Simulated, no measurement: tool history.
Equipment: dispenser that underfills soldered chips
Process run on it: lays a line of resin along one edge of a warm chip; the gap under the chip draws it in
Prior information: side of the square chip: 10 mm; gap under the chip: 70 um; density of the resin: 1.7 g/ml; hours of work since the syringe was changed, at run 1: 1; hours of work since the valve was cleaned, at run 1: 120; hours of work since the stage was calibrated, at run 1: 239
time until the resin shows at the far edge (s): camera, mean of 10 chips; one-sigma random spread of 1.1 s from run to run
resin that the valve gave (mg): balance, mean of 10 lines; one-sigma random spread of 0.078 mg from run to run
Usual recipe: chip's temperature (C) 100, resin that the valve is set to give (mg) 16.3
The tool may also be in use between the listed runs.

| run | hour | chip's temperature (C) | resin that the valve is set to give (mg) | hours of work since the syringe was changed | hours of work since the valve was cleaned | hours of work since the stage was calibrated | time until the resin shows at the far edge (s) | resin that the valve gave (mg) |
|---|---|---|---|---|---|---|---|---|
| 1 | 0 | 100 | 16.3 | 1 | 120 | 239 | 123.5 | 14.92 |
|  | 14.1 | new syringe of resin |
| 2 | 14.2 | 100 | 14.4 | 0 | 130 | 249 | 123.7 | 13.04 |
| 3 | 20.9 | 100 | 16.3 | 5 | 135 | 254 | 145.7 | 14.71 |
|  | 26.5 | dispensing valve cleaned and set on the balance |
| 4 | 28.8 | 100 | 16.3 | 10 | 2 | 259 | 173.9 | 16.24 |
|  | 30.2 | new syringe of resin |
| 5 | 37.2 | 97 | 16.3 | 5 | 8 | 265 | 162.7 | 16.18 |
|  | 46.2 | new syringe of resin |
| 6 | 46.2 | 98 | 17.1 | 0 | 14 | 272 | 122.6 | 16.93 |
| 7 | 59.7 | 91 | 18.8 | 10 | 24 | 282 | 243.4 | 18.53 |
|  | 61.4 | new syringe of resin |
| 8 | 71.4 | 105 | 21.1 | 8 | 33 | 291 | 129.4 | 20.77 |

Expected results for the next run?
|  | 76.9 | new syringe of resin |
| 9 | 84.7 | 105 | 21.1 | 6 | 43 | 300 | ? | ? |

time until the resin shows at the far edge (s): 122.1
resin that the valve gave (mg): 20.67
Without the tool's hidden state the same run would have given time until the resin shows at the far edge (s) 86.8, resin that the valve gave (mg) 21.27.
